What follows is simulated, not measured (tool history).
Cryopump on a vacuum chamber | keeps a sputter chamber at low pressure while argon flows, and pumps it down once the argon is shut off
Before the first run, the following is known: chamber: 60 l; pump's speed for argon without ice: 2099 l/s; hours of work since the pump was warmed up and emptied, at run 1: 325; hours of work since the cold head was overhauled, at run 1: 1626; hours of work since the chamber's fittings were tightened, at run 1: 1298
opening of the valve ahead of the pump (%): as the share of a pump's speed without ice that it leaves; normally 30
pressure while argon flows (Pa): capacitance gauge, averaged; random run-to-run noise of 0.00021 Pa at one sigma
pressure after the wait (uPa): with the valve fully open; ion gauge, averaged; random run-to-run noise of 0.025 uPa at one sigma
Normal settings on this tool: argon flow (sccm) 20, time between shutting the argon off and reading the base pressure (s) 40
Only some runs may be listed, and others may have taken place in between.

run    hour  argon flow (sccm)  time between shutting the argon off and reading the base pressure (s)  opening of the valve ahead of the pump (%)  hours of work since the pump was warmed up and emptied  hours of work since the cold head was overhauled  hours of work since the chamber's fittings were tightened  pressure while argon flows (Pa)  pressure after the wait (uPa)
  1     0.0                 20                                                                     40                                          30                                                     325                                              1626                                                       1298                           0.0562                           1.54
  2    25.3                 20                                                                     40                                          30                                                     346                                              1647                                                       1319                           0.0566                           1.62
  3    59.8                 20                                                                     40                                          56                                                     374                                              1675                                                       1347                           0.0317                           1.60
       97.5  -- pump warmed up, emptied and cooled again
  4   102.7                 20                                                                     40                                          56                                                       4                                              1706                                                       1378                           0.0288                           1.56
  5   136.1                 20                                                                    162                                          30                                                      32                                              1734                                                       1406                           0.0540                           0.60
  6   180.6                 17                                                                     40                                          30                                                      68                                              1771                                                       1442                           0.0459                           1.56
  7   206.1                 17                                                                     40                                          30                                                      89                                              1792                                                       1464                           0.0464                           1.57
  8   254.4                 17                                                                     40                                          30                                                     129                                              1831                                                       1503                           0.0465                           1.59
  9   278.0                 17                                                                     40                                          30                                                     149                                              1851                                                       1523                           0.0463                           1.55
 10   315.1                 20                                                                     23                                          30                                                     179                                              1881                                                       1553                           0.0550                           2.66
 11   367.5                 20                                                                     20                                          30                                                     222                                              1925                                                       1597                           0.0554                           2.82
 12   401.7                 20                                                                     20                                          30                                                     251                                              1953                                                       1625                           0.0560                           2.88
 13   432.7                 20                                                                     20                                          30                                                     276                                              1978                                                       1650                           0.0558                           2.87
 14   479.8                 20                                                                     20                                          30                                                     315                                              2017                                                       1689                           0.0563                           2.94
 15   508.1                 20                                                                     20                                          30                                                     338                                              2040                                                       1712                           0.0563                           2.95
 16   536.3                 20                                                                     40                                          30                                                     362                                              2064                                                       1736                           0.0569                           1.64
 17   579.9                 20                                                                     40                                          30                                                     397                                              2100                                                       1771                           0.0569                           1.70
      588.8  -- pump warmed up, emptied and cooled again
 18   620.3                 17                                                                     28                                          30                                                      26                                              2129                                                       1801                           0.0460                           2.16
 19   644.8                 17                                                                     28                                          15                                                      46                                              2149                                                       1821                           0.0918                           2.16
 20   674.4                 17                                                                     36                                          50                                                      71                                              2173                                                       1845                           0.0276                           1.75
 21   701.3                 40                                                                    224                                          50                                                      93                                              2195                                                       1867                           0.0663                           0.56
 22   752.4                 12                                                                     69                                          30                                                     135                                              2238                                                       1910                           0.0332                           1.09
 23   788.9                 12                                                                     69                                          30                                                     165                                              2268                                                       1940                           0.0330                           1.11
 24   818.0                 12                                                                     69                                          30                                                     189                                              2292                                                       1964                           0.0333                           1.10
 25   863.7                 12                                                                     69                                          30                                                     226                                              2329                                                       2001                           0.0335                           1.13
 26   898.1                 13                                                                     69                                          44                                                     255                                              2358                                                       2030                           0.0251                           1.12
 27   949.0                 20                                                                     40                                          59                                                     297                                              2400                                                       2071                           0.0293                           1.70
 28   970.8                 22                                                                     40                                          27                                                     315                                              2418                                                       2090                           0.0681                           1.71
 29  1017.5                 31                                                                     96                                          16                                                     353                                              2456                                                       2128                           0.1603                           0.92
 30  1041.4                 31                                                                     96                                          16                                                     373                                              2476                                                       2148                           0.1607                           0.93
     1079.6  -- pump warmed up, emptied and cooled again
 31  1086.9                 19                                                                     40                                          32                                                       6                                              2509                                                       2181                           0.0482                           1.64
 32  1124.6                 20                                                                    281                                          31                                                      37                                              2540                                                       2212                           0.0524                           0.56
 33  1176.3                  9                                                                     27                                          30                                                      80                                              2583                                                       2255                           0.0245                           2.32
 34  1217.0                  8                                                                     29                                          30                                                     113                                              2616                                                       2288                           0.0214                           2.12

Predict each of these 3 candidate next runs independently; none follows another, all start after run 34:
  A  1242.5                  8                                                                     29                                          34                                                     134                                              2637                                                       2309                                ?                              ?
  B  1242.5                  8                                                                    136                                          30                                                     134                                              2637                                                       2309                                ?                              ?
  C  1242.5                 20                                                                     40                                          17                                                     134                                              2637                                                       2309                                ?                              ?

run  pressure while argon flows (Pa)  pressure after the wait (uPa)
  A                           0.0195                           2.10
  B                           0.0219                           0.79
  C                           0.0958                           1.64
What these runs would have given with no unlogged condition in the tool:
run  pressure while argon flows (Pa)  pressure after the wait (uPa)
  A                           0.0191                           1.86
  B                           0.0215                           0.54
  C                           0.0947                           1.39

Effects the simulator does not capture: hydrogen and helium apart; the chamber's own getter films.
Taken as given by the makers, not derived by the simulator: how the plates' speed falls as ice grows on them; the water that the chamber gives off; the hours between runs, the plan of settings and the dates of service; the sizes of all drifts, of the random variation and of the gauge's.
